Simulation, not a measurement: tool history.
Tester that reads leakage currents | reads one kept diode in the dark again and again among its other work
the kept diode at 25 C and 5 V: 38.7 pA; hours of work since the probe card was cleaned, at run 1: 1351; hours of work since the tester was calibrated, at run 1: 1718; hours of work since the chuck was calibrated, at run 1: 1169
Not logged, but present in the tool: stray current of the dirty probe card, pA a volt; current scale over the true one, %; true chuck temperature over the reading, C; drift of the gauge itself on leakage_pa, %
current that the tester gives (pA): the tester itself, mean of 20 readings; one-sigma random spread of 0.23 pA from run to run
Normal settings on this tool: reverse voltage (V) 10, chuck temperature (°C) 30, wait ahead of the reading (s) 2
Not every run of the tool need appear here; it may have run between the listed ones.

run    hour  reverse voltage (V)  chuck temperature (°C)  wait ahead of the reading (s)  hours of work since the probe card was cleaned  hours of work since the tester was calibrated  hours of work since the chuck was calibrated  current that the tester gives (pA)
  1       0                   10                      30                              2                                            1351                                           1718                                          1169                               88.31
  2    78.7                   10                      30                              2                                            1411                                           1778                                          1229                               88.61
  3   146.5                   10                      35                              2                                            1463                                           1830                                          1281                              123.85
  4   211.6                   10                      35                              2                                            1513                                           1880                                          1331                              123.96
  5   260.7                   10                      35                              2                                            1550                                           1917                                          1368                              124.69
  6   340.5                   10                      22                              2                                            1611                                           1978                                          1429                               53.95
  7   436.1                   10                      22                              2                                            1684                                           2051                                          1502                               54.93
  8   522.1                   10                      22                              2                                            1750                                           2117                                          1568                                55.7
  9   586.6                   10                      22                              2                                            1799                                           2166                                          1617                               55.95
 10   643.3                   10                      22                              2                                            1842                                           2210                                          1661                               56.15
 11   725.4                   10                      22                              2                                            1905                                           2273                                          1723                               56.82
 12   793.6                   10                      22                              2                                            1957                                           2325                                          1775                               57.07
        803  -- probe card cleaned and baked
      863.3  -- chuck's temperature calibrated
 13   889.7                   10                      31                              2                                              65                                           2394                                            20                               94.46
 14   978.5                   10                      31                              2                                             133                                           2462                                            88                               95.46
 15  1075.4                   10                      31                              2                                             207                                           2536                                           162                               95.89
 16  1137.4                   10                      31                              2                                             254                                           2584                                           209                               95.89
     1164.9  -- probe card cleaned and baked, once more
 17  1207.4                   10                      30                              2                                              33                                           2635                                           261                               77.38
 18  1261.3                   10                      30                              2                                              74                                           2676                                           302                               77.87
 19  1344.6                   10                      30                              2                                             137                                           2740                                           365                               78.49
 20  1433.6                   10                      30                              2                                             205                                           2808                                           433                               79.52
 21  1475.2                   10                      30                           1.58                                             237                                           2839                                           465                               79.67
 22  1571.3                  8.4                      30                           0.36                                             311                                           2913                                           539                               75.94
 23  1654.5                  2.3                      38                              2                                             374                                           2976                                           602                               72.39
 24  1710.3                  2.3                      38                              2                                             417                                           3019                                           645                               73.17
 25  1761.4                  2.3                      38                           2.71                                             456                                           3058                                           684                               73.67
 26  1816.1                   20                      30                              2                                             498                                           3100                                           726                              112.71
     1837.6  -- tester calibrated
 27  1915.2                   11                      30                           0.54                                             572                                             59                                           800                               86.28
 28  1980.8                   11                      30                           0.54                                             622                                            109                                           850                                87.7
 29  2060.2                  4.4                      31                           2.22                                             683                                            170                                           911                               61.94
 30  2152.4                  8.7                      26                              2                                             753                                            241                                           981                               60.03
 31  2235.4                  4.5                      43                           3.61                                             817                                            304                                          1045                               139.3
 32  2300.8                   13                      42                           0.35                                             866                                            354                                          1095                              212.24
 33  2342.8                  3.1                      30                           1.59                                             899                                            386                                          1127                                50.7
 34  2388.8                  7.4                      24                           0.32                                             934                                            421                                          1162                                51.2
 35  2466.3                  7.4                      24                           0.32                                             993                                            480                                          1221                               51.88
 36  2516.3                   10                      30                            0.9                                            1031                                            519                                          1259                               88.08
 37  2557.9                  6.1                      30                            0.9                                            1063                                            550                                          1291                               69.79
 38  2630.6                  6.1                      30                            0.9                                            1119                                            606                                          1347                               70.74
 39  2700.9                  5.6                      24                           0.31                                            1172                                            660                                          1400                               46.16
 40  2765.4                  5.6                      34                            4.6                                            1222                                            709                                          1450                               89.08

Alternative continuations, all from the tool just after run 40; predict every row:
  A  2833.8                  6.5                      21                           3.24                                            1274                                            761                                          1502                                   ?
  B  2833.8                 16.3                      45                           1.09                                            1274                                            761                                          1502                                   ?
  C  2833.8                 12.7                      28                            4.6                                            1274                                            761                                          1502                                   ?
  D  2833.8                   10                      34                              2                                            1274                                            761                                          1502                                   ?

run  current that the tester gives (pA)
  A                               40.19
  B                              291.74
  C                               87.44
  D                              116.79
With no hidden state in the tool, these same runs would have given:
run  current that the tester gives (pA)
  A                               32.51
  B                               255.3
  C                               71.87
  D                               99.75
